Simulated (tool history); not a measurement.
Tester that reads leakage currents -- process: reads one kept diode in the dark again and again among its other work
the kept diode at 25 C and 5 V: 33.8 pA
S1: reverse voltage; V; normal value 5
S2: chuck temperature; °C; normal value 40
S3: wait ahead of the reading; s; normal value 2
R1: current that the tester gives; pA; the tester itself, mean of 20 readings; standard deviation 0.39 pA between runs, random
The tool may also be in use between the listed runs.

Run 1, hour 0: usual settings. Result: R1 127.62 pA.
Run 2, hour 19.8: usual settings. Result: R1 127.44 pA.
Run 3, hour 49.4: usual settings. Result: R1 127.35 pA.
Run 4, hour 74.2: usual settings. Result: R1 127.53 pA.
Run 5, hour 110.4: usual settings. Result: R1 127.3 pA.
Run 6, hour 126.7: usual settings. Result: R1 127.19 pA.
Run 7, hour 150.2: usual settings. Result: R1 126.92 pA.
Run 8, hour 185: usual settings. Result: R1 126.42 pA.
Run 9, hour 215.2: usual settings but S3 2.33 s. Result: R1 126.98 pA.
Run 10, hour 233.4: usual settings but S3 2.33 s. Result: R1 126.84 pA.
Run 11, hour 262: usual settings but S3 8.95 s. Result: R1 126.23 pA.
Run 12, hour 278.8: usual settings but S3 8.95 s. Result: R1 125.54 pA.
Run 13, hour 299.2: usual settings but S3 8.95 s. Result: R1 125.8 pA.
Run 14, hour 334.9: usual settings but S1 1.51 V, S2 26 °C, S3 2.69 s. Result: R1 19.98 pA.
Run 15, hour 366.5: usual settings but S1 9.21 V, S3 1.43 s. Result: R1 174.53 pA.
Run 16, hour 390.9: usual settings but S1 3.63 V, S2 58 °C. Result: R1 443.18 pA.
Run 17, hour 406.5: usual settings but S3 0.36 s. Result: R1 130.27 pA.
Run 18, hour 427.2: usual settings but S1 1.47 V, S2 55 °C, S3 0.55 s. Result: R1 218.52 pA.
Run 19, hour 463.5: usual settings but S1 8.12 V, S2 55 °C, S3 0.32 s. Result: R1 543.3 pA.
Run 20, hour 480.8: usual settings but S1 8.12 V, S2 55 °C, S3 0.32 s. Result: R1 541.82 pA.
Run 21, hour 497.4: usual settings but S1 6.27 V, S2 33 °C, S3 0.43 s. Result: R1 82.56 pA.
Run 22, hour 532.5: usual settings but S1 4.82 V, S2 58 °C, S3 1.2 s. Result: R1 512.62 pA.
Run 23, hour 568.8: usual settings but S1 1.15 V, S2 58 °C. Result: R1 241.84 pA.
Run 24, hour 587.4: usual settings but S1 2.12 V, S2 47 °C. Result: R1 140.96 pA.
Run 25, hour 614.4: usual settings but S1 2.12 V, S2 47 °C. Result: R1 140.39 pA.

A few steps of R1 between consecutive runs. Split each: what settings, incoming material and random variation would produce without the hidden state, and what is left over for the hidden state, along with gauge scatter present in only one of the two compared results (measured, and without hidden state):
What the log doesn't record here: stray current of the dirty probe card, pA a volt; current scale over the true one, %; true chuck temperature over the reading, C; drift of the gauge itself on leakage_pa, %.
Run 20 -> 21: S1 8.12 -> 6.27, S2 55 -> 33, S3 0.32 -> 0.43. R1 -459.26 pA: hidden state +18.87, all else -478.13.
Run 21 -> 22: S1 6.27 -> 4.82, S2 33 -> 58, S3 0.43 -> 1.2. R1 +430.06 pA: hidden state -19.85, all else +449.91.

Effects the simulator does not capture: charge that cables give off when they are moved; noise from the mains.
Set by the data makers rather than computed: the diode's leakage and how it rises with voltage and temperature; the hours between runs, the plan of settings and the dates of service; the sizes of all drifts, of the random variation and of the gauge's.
